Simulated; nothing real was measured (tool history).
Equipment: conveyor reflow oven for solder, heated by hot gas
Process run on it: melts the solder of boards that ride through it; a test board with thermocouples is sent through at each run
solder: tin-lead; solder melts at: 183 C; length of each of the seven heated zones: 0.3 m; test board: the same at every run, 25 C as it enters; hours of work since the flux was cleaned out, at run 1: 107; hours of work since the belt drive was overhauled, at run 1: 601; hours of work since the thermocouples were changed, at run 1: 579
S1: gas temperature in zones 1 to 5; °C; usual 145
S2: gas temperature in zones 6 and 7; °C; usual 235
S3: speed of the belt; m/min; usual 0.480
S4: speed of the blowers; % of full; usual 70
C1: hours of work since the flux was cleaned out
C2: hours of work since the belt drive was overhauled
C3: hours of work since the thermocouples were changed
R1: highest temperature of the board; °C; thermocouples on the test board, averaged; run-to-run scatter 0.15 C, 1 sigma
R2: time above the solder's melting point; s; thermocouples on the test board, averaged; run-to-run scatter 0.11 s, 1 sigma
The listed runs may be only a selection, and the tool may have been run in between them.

run,hour,S1,S2,S3,S4,C1,C2,C3,R1,R2
1,0.0,145,235,0.480,70,107,601,579,217.3,59.3
2,19.1,145,235,0.480,70,116,610,588,216.9,59.3
3,54.5,145,235,0.480,70,133,627,605,217.0,59.1
4,85.4,145,235,0.480,70,147,641,620,217.2,59.2
5,109.0,145,235,0.480,70,159,652,631,216.8,59.1
6,131.6,145,235,0.474,70,169,663,642,217.0,60.0
7,158.6,145,235,0.474,70,182,676,654,217.2,60.2
8,183.1,145,235,0.474,70,194,687,666,217.0,60.1
# hour 209.6: flux residue cleaned out of gas plates and filters
9,209.6,145,235,0.474,70,0,698,676,217.8,60.9
10,241.1,145,235,0.480,63,15,713,691,215.7,57.7
11,271.8,145,235,0.480,63,29,727,706,215.4,57.9
12,294.1,145,235,0.480,63,40,738,716,215.2,58.0
13,326.2,145,235,0.480,63,55,753,731,215.4,57.8
# hour 342.6: belt drive overhauled, speed set with a stopwatch
14,356.4,145,235,0.480,63,68,7,744,215.5,58.4
15,383.7,145,235,0.480,63,81,19,757,215.6,58.4
16,402.5,145,226,0.450,70,89,28,766,211.4,59.6
17,435.8,147,235,0.480,70,105,44,781,217.2,61.3
# hour 442.0: belt drive overhauled, speed set with a stopwatch, once more
# hour 458.8: thermocouples of zones 6 and 7 changed
18,468.4,147,229,0.480,82,118,12,5,215.7,58.7
19,488.7,139,235,0.473,70,128,21,14,216.9,56.6
20,519.4,139,235,0.473,70,142,36,29,216.7,56.9
21,537.3,139,232,0.473,60,151,44,37,211.2,51.3
22,556.3,157,224,0.498,69,159,53,46,209.2,54.8
23,577.0,149,227,0.526,58,169,63,56,204.9,42.6
24,598.0,149,227,0.526,58,179,73,66,204.8,42.6
25,631.1,151,248,0.426,83,195,89,82,235.5,81.0
# hour 655.3: flux residue cleaned out of gas plates and filters
26,671.0,145,235,0.480,89,7,105,98,222.3,62.8
27,705.0,147,241,0.441,65,24,121,114,225.0,70.4
28,730.5,147,241,0.441,65,36,133,126,224.9,70.7
29,747.4,147,240,0.572,84,44,141,134,220.4,51.7

Predict each of these 3 candidate next runs independently; none follows another, all start after run 29:
A,784.1,145,236,0.572,52,61,159,152,?,?
B,784.1,147,228,0.528,84,61,159,152,?,?
C,784.1,147,242,0.572,84,61,159,152,?,?

run,R1,R2
A,205.7,37.5
B,212.6,50.9
C,222.0,52.4
With the hidden condition removed and each run's random variation left untouched, the same runs would have given:
run,R1,R2
A,206.4,38.1
B,213.5,51.5
C,222.9,52.8
